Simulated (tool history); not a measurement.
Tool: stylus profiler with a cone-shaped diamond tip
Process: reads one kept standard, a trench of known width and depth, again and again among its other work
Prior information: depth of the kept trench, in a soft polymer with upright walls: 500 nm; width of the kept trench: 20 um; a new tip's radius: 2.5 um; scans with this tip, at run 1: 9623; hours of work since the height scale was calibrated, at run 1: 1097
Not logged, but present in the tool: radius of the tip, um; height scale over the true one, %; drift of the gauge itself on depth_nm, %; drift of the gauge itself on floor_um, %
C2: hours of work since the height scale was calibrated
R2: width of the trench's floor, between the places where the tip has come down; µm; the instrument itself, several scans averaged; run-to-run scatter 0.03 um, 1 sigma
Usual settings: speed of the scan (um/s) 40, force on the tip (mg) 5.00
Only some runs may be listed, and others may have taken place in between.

run 1 day=0.000 | speed_of_the_scan_(um/s)=40 force_on_the_tip_(mg)=5.00 | scans_with_this_tip=9623 C2=1097 | depth_of_the_trench_(nm)=510.88 R2=16.84
run 2 day=2.062 | speed_of_the_scan_(um/s)=40 force_on_the_tip_(mg)=5.00 | scans_with_this_tip=9862 C2=1124 | depth_of_the_trench_(nm)=510.89 R2=16.87
run 3 day=4.092 | speed_of_the_scan_(um/s)=40 force_on_the_tip_(mg)=5.00 | scans_with_this_tip=10096 C2=1151 | depth_of_the_trench_(nm)=511.29 R2=16.91
run 4 day=6.175 | speed_of_the_scan_(um/s)=160 force_on_the_tip_(mg)=5.00 | scans_with_this_tip=10337 C2=1178 | depth_of_the_trench_(nm)=510.79 R2=16.42
run 5 day=9.412 | speed_of_the_scan_(um/s)=160 force_on_the_tip_(mg)=5.00 | scans_with_this_tip=10711 C2=1221 | depth_of_the_trench_(nm)=510.90 R2=16.49
run 6 day=12.204 | speed_of_the_scan_(um/s)=160 force_on_the_tip_(mg)=5.00 | scans_with_this_tip=11034 C2=1258 | depth_of_the_trench_(nm)=510.92 R2=16.48
run 7 day=15.117 | speed_of_the_scan_(um/s)=160 force_on_the_tip_(mg)=11.87 | scans_with_this_tip=11371 C2=1296 | depth_of_the_trench_(nm)=519.35 R2=16.68
run 8 day=18.521 | speed_of_the_scan_(um/s)=160 force_on_the_tip_(mg)=11.87 | scans_with_this_tip=11764 C2=1341 | depth_of_the_trench_(nm)=519.17 R2=16.65
run 9 day=21.667 | speed_of_the_scan_(um/s)=160 force_on_the_tip_(mg)=11.87 | scans_with_this_tip=12128 C2=1382 | depth_of_the_trench_(nm)=519.46 R2=16.65
run 10 day=24.962 | speed_of_the_scan_(um/s)=40 force_on_the_tip_(mg)=5.00 | scans_with_this_tip=12509 C2=1426 | depth_of_the_trench_(nm)=510.54 R2=16.87
run 11 day=27.596 | speed_of_the_scan_(um/s)=40 force_on_the_tip_(mg)=5.00 | scans_with_this_tip=12813 C2=1460 | depth_of_the_trench_(nm)=510.86 R2=16.91
-- day=29.300 height scale calibrated on a step standard
run 12 day=29.412 | speed_of_the_scan_(um/s)=40 force_on_the_tip_(mg)=5.00 | scans_with_this_tip=13021 C2=1 | depth_of_the_trench_(nm)=511.10 R2=16.87
run 13 day=32.304 | speed_of_the_scan_(um/s)=40 force_on_the_tip_(mg)=5.00 | scans_with_this_tip=13355 C2=40 | depth_of_the_trench_(nm)=510.90 R2=16.80
run 14 day=34.475 | speed_of_the_scan_(um/s)=40 force_on_the_tip_(mg)=3.52 | scans_with_this_tip=13606 C2=68 | depth_of_the_trench_(nm)=508.60 R2=16.84
run 15 day=36.308 | speed_of_the_scan_(um/s)=40 force_on_the_tip_(mg)=7.38 | scans_with_this_tip=13818 C2=92 | depth_of_the_trench_(nm)=513.95 R2=16.87
run 16 day=38.762 | speed_of_the_scan_(um/s)=40 force_on_the_tip_(mg)=7.38 | scans_with_this_tip=14102 C2=125 | depth_of_the_trench_(nm)=513.93 R2=16.84
run 17 day=40.808 | speed_of_the_scan_(um/s)=40 force_on_the_tip_(mg)=3.90 | scans_with_this_tip=14339 C2=152 | depth_of_the_trench_(nm)=509.54 R2=16.85
run 18 day=42.692 | speed_of_the_scan_(um/s)=61 force_on_the_tip_(mg)=5.00 | scans_with_this_tip=14556 C2=176 | depth_of_the_trench_(nm)=511.16 R2=16.81
run 19 day=46.025 | speed_of_the_scan_(um/s)=61 force_on_the_tip_(mg)=5.00 | scans_with_this_tip=14942 C2=220 | depth_of_the_trench_(nm)=510.98 R2=16.75
run 20 day=49.088 | speed_of_the_scan_(um/s)=61 force_on_the_tip_(mg)=4.27 | scans_with_this_tip=15295 C2=261 | depth_of_the_trench_(nm)=509.74 R2=16.71
run 21 day=51.742 | speed_of_the_scan_(um/s)=40 force_on_the_tip_(mg)=5.00 | scans_with_this_tip=15603 C2=296 | depth_of_the_trench_(nm)=510.88 R2=16.89
run 22 day=54.846 | speed_of_the_scan_(um/s)=40 force_on_the_tip_(mg)=5.00 | scans_with_this_tip=15961 C2=337 | depth_of_the_trench_(nm)=510.82 R2=16.91
run 23 day=56.442 | speed_of_the_scan_(um/s)=40 force_on_the_tip_(mg)=5.00 | scans_with_this_tip=16146 C2=358 | depth_of_the_trench_(nm)=510.81 R2=16.87
run 24 day=58.575 | speed_of_the_scan_(um/s)=40 force_on_the_tip_(mg)=5.00 | scans_with_this_tip=16392 C2=386 | depth_of_the_trench_(nm)=510.80 R2=16.91
run 25 day=61.496 | speed_of_the_scan_(um/s)=18 force_on_the_tip_(mg)=11.56 | scans_with_this_tip=16730 C2=424 | depth_of_the_trench_(nm)=519.01 R2=16.96
run 26 day=63.179 | speed_of_the_scan_(um/s)=49 force_on_the_tip_(mg)=3.12 | scans_with_this_tip=16925 C2=446 | depth_of_the_trench_(nm)=507.88 R2=16.82
run 27 day=64.792 | speed_of_the_scan_(um/s)=49 force_on_the_tip_(mg)=3.12 | scans_with_this_tip=17111 C2=468 | depth_of_the_trench_(nm)=507.79 R2=16.80
run 28 day=66.850 | speed_of_the_scan_(um/s)=130 force_on_the_tip_(mg)=1.95 | scans_with_this_tip=17349 C2=495 | depth_of_the_trench_(nm)=505.84 R2=16.37
run 29 day=70.292 | speed_of_the_scan_(um/s)=14 force_on_the_tip_(mg)=5.00 | scans_with_this_tip=17747 C2=540 | depth_of_the_trench_(nm)=510.86 R2=16.91
run 30 day=72.458 | speed_of_the_scan_(um/s)=14 force_on_the_tip_(mg)=5.00 | scans_with_this_tip=17997 C2=569 | depth_of_the_trench_(nm)=510.60 R2=16.91
run 31 day=75.171 | speed_of_the_scan_(um/s)=14 force_on_the_tip_(mg)=4.82 | scans_with_this_tip=18311 C2=604 | depth_of_the_trench_(nm)=510.54 R2=17.02
run 32 day=78.108 | speed_of_the_scan_(um/s)=14 force_on_the_tip_(mg)=2.98 | scans_with_this_tip=18651 C2=643 | depth_of_the_trench_(nm)=507.74 R2=16.93
run 33 day=79.692 | speed_of_the_scan_(um/s)=18 force_on_the_tip_(mg)=12.72 | scans_with_this_tip=18833 C2=664 | depth_of_the_trench_(nm)=520.38 R2=16.98
run 34 day=82.758 | speed_of_the_scan_(um/s)=22 force_on_the_tip_(mg)=2.70 | scans_with_this_tip=19188 C2=704 | depth_of_the_trench_(nm)=507.16 R2=16.90
run 35 day=85.900 | speed_of_the_scan_(um/s)=98 force_on_the_tip_(mg)=7.02 | scans_with_this_tip=19551 C2=746 | depth_of_the_trench_(nm)=513.91 R2=16.69
run 36 day=88.583 | speed_of_the_scan_(um/s)=38 force_on_the_tip_(mg)=4.75 | scans_with_this_tip=19862 C2=781 | depth_of_the_trench_(nm)=510.32 R2=16.85
run 37 day=90.088 | speed_of_the_scan_(um/s)=38 force_on_the_tip_(mg)=3.09 | scans_with_this_tip=20035 C2=801 | depth_of_the_trench_(nm)=508.04 R2=16.85
run 38 day=93.250 | speed_of_the_scan_(um/s)=124 force_on_the_tip_(mg)=1.87 | scans_with_this_tip=20401 C2=843 | depth_of_the_trench_(nm)=505.37 R2=16.37
run 39 day=94.946 | speed_of_the_scan_(um/s)=124 force_on_the_tip_(mg)=1.87 | scans_with_this_tip=20597 C2=865 | depth_of_the_trench_(nm)=505.90 R2=16.32
run 40 day=97.571 | speed_of_the_scan_(um/s)=124 force_on_the_tip_(mg)=1.87 | scans_with_this_tip=20901 C2=900 | depth_of_the_trench_(nm)=505.81 R2=16.30
run 41 day=100.983 | speed_of_the_scan_(um/s)=42 force_on_the_tip_(mg)=1.74 | scans_with_this_tip=21295 C2=945 | depth_of_the_trench_(nm)=505.44 R2=16.80
run 42 day=104.158 | speed_of_the_scan_(um/s)=39 force_on_the_tip_(mg)=5.00 | scans_with_this_tip=21662 C2=986 | depth_of_the_trench_(nm)=510.83 R2=16.86
run 43 day=105.812 | speed_of_the_scan_(um/s)=116 force_on_the_tip_(mg)=5.09 | scans_with_this_tip=21853 C2=1008 | depth_of_the_trench_(nm)=510.87 R2=16.60
run 44 day=108.688 | speed_of_the_scan_(um/s)=28 force_on_the_tip_(mg)=2.96 | scans_with_this_tip=22186 C2=1046 | depth_of_the_trench_(nm)=507.52 R2=16.90
run 45 day=111.008 | speed_of_the_scan_(um/s)=83 force_on_the_tip_(mg)=2.54 | scans_with_this_tip=22454 C2=1077 | depth_of_the_trench_(nm)=506.85 R2=16.60
run 46 day=112.562 | speed_of_the_scan_(um/s)=111 force_on_the_tip_(mg)=7.76 | scans_with_this_tip=22634 C2=1097 | depth_of_the_trench_(nm)=514.29 R2=16.66

Hidden state at the last listed run before each entry between runs and at the first one after, where it differs:
Logged between run 11 and run 12: height scale calibrated on a step standard (day 29.300)
  height scale over the true one, %: 0.007 -> 0
